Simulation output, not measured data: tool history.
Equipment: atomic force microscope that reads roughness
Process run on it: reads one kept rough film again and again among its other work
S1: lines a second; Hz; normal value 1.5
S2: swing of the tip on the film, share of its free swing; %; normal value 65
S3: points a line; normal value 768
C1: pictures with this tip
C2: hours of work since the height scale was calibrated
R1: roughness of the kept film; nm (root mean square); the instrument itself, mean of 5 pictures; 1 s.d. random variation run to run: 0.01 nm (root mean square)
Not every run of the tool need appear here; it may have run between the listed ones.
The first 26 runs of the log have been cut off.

run    hour    S1  S2   S3   C1   C2     R1
      750.2  -- height scale calibrated on a step standard, once more
 27   753.6  0.72  73  279  176    2  1.348
 28   771.7  0.72  73  279  204   12  1.283
      797.3  -- new tip fitted
 29     799  1.56  65  612    3   26   2.27
 30   817.1  1.24  65  278   31   36      2
 31   844.8  1.24  83  719   74   51  1.636
 32     861  0.65  83  719   99   60  1.658
 33   894.3     1  61  817  151   78  1.494
 34   931.6  0.66  65  768  209   98  1.333
        955  -- new tip fitted
 35   955.3  0.66  65  768    0  111  2.361
 36   973.8  3.21  65  503   29  121  1.887
 37   990.8  3.21  65  503   55  130  1.724
 38  1019.2  3.21  65  503  100  146  1.502
 39  1056.9  1.99  78  768  158  166  1.241
 40  1073.7  1.99  58  768  184  175  1.313
 41  1090.6   1.5  65  428  211  184  1.206
     1113.9  -- new tip fitted
 42  1114.6   1.5  65  585    1  197  2.282
 43  1140.7  0.87  69  768   42  211  2.012
 44  1172.3  1.27  69  354   91  229  1.645
 45  1201.1  3.21  74  801  136  244  1.274
 46    1230  3.21  74  801  181  260   1.15
 47  1268.8  3.21  73  505  241  281  1.023
     1271.2  -- new tip fitted
 48  1303.7  0.57  81  364   51  300  1.898
 49  1340.4  0.57  73  679  108  320  1.669
 50  1375.2  0.71  65  311  162  339  1.438
 51  1406.8  0.71  65  311  211  356  1.283

Each row is a separate what-if for the run after 51, all from the same tool condition, not one after another. Results?
     1429.7  -- new tip fitted
  A  1438.2   1.5  65   397  13  373   ?
     1429.7  -- new tip fitted
  B  1438.2  3.42  65   311  13  373   ?
     1429.7  -- new tip fitted
  C  1438.2   1.5  66   768  13  373   ?
     1429.7  -- new tip fitted
  D  1438.2   1.5  65   952  13  373   ?
     1429.7  -- new tip fitted
  E  1438.2  0.82  67  1024  13  373   ?

run     R1
  A  2.155
  B   1.98
  C  2.191
  D  2.193
  E  2.265
Stripped of hidden state, with their random variation kept, the same runs would have yielded:
run     R1
  A   2.29
  B  2.104
  C  2.328
  D   2.33
  E  2.406
